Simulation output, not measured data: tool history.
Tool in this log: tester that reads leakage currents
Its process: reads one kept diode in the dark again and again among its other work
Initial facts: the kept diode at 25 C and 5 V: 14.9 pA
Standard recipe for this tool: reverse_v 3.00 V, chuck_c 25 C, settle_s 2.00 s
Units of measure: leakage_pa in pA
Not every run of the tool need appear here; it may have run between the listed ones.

run    hour  reverse_v  chuck_c  settle_s  leakage_pa
  1     0.0       3.00       25      2.00       14.09
  2    65.1       3.00       25      2.00       14.27
  3    98.8       6.33       25      2.00       21.78
  4   160.2       3.00       25      2.00       14.43
  5   227.4       3.00       25      2.00       14.49
  6   265.4       3.00       25      2.00       14.56
  7   344.9       3.00       25      0.81       15.15
  8   391.3       3.00       25      0.81       15.23
  9   463.6       3.00       25      0.81       15.51
 10   507.3       3.00       25      0.81       15.48
 11   555.5       3.00       25      0.81       15.59
 12   603.8       3.00       25      2.00       15.07
 13   658.8       3.00       25      2.00       15.47
 14   703.7       3.00       44      2.00       66.85
 15   761.7       1.01       25      2.00        8.35
 16   797.4       3.00       25      6.22       15.23
 17   843.3       3.00       25      2.00       15.46
 18   890.4       3.00       25      2.00       15.58
 19   924.1       3.00       25      2.00       15.71
 20   980.6       3.00       25      2.00       15.70
     1003.3  -- chuck's temperature calibrated
 21  1036.3       3.00       25      2.00       17.10
 22  1090.8       3.00       25      1.67       17.19
 23  1137.5       1.72       23      2.00       10.82
 24  1204.5       1.72       23      2.00       10.84
     1212.8  -- tester calibrated
 25  1246.2      10.06       25      2.00       38.05
 26  1284.3       1.04       58      0.53      134.58
     1327.3  -- tester calibrated, once more
 27  1327.3       4.33       25      2.00       21.94
 28  1378.2       3.00       27      7.04       19.80
 29  1456.4      11.65       25      5.65       42.96
 30  1499.6      11.65       25      5.65       43.40
 31  1549.3       9.19       22      2.00       32.68
 32  1626.5       9.19       22      2.00       33.16
 33  1705.1       1.26       39      7.90       32.28
 34  1753.2      13.46       25      0.98       53.16
 35  1827.2       2.27       25      2.00       15.58
 36  1868.2       8.56       60      2.00      395.53
 37  1934.9       1.99       53      9.25      120.66
 38  1971.3       4.34       38      1.58       56.18
 39  2033.3       4.34       38      1.58       56.07
 40  2086.5       4.34       38      1.58       56.23
 41  2126.3       4.34       38      1.58       56.24

Pick out some run-to-run changes in leakage_pa. Of each, how much would a tool without hidden state show as well, from the settings, what came in and chance, and how much is left for the hidden state and any gauge scatter not in both results compared?
Hidden state present: stray current of the dirty probe card, pA a volt; current scale over the true one, %; true chuck temperature over the reading, C; drift of the gauge itself on leakage_pa, %.
Run 26 -> 27: reverse_v 1.04 -> 4.33, chuck_c 58 -> 25, settle_s 0.53 -> 2.00, tester calibrated, once more. leakage_pa -112.64 pA: hidden state +4.27, all else -116.91.
Run 28 -> 29: reverse_v 3.00 -> 11.65, chuck_c 27 -> 25, settle_s 7.04 -> 5.65. leakage_pa +23.16 pA: hidden state +15.60, all else +7.56.
Run 33 -> 34: reverse_v 1.26 -> 13.46, chuck_c 39 -> 25, settle_s 7.90 -> 0.98. leakage_pa +20.88 pA: hidden state +24.38, all else -3.50.
Run 34 -> 35: reverse_v 13.46 -> 2.27, settle_s 0.98 -> 2.00. leakage_pa -37.58 pA: hidden state -22.18, all else -15.40.
Run 35 -> 36: reverse_v 2.27 -> 8.56, chuck_c 25 -> 60. leakage_pa +379.95 pA: hidden state +11.20, all else +368.75.
Run 36 -> 37: reverse_v 8.56 -> 1.99, chuck_c 60 -> 53, settle_s 2.00 -> 9.25. leakage_pa -274.87 pA: hidden state -12.37, all else -262.50.
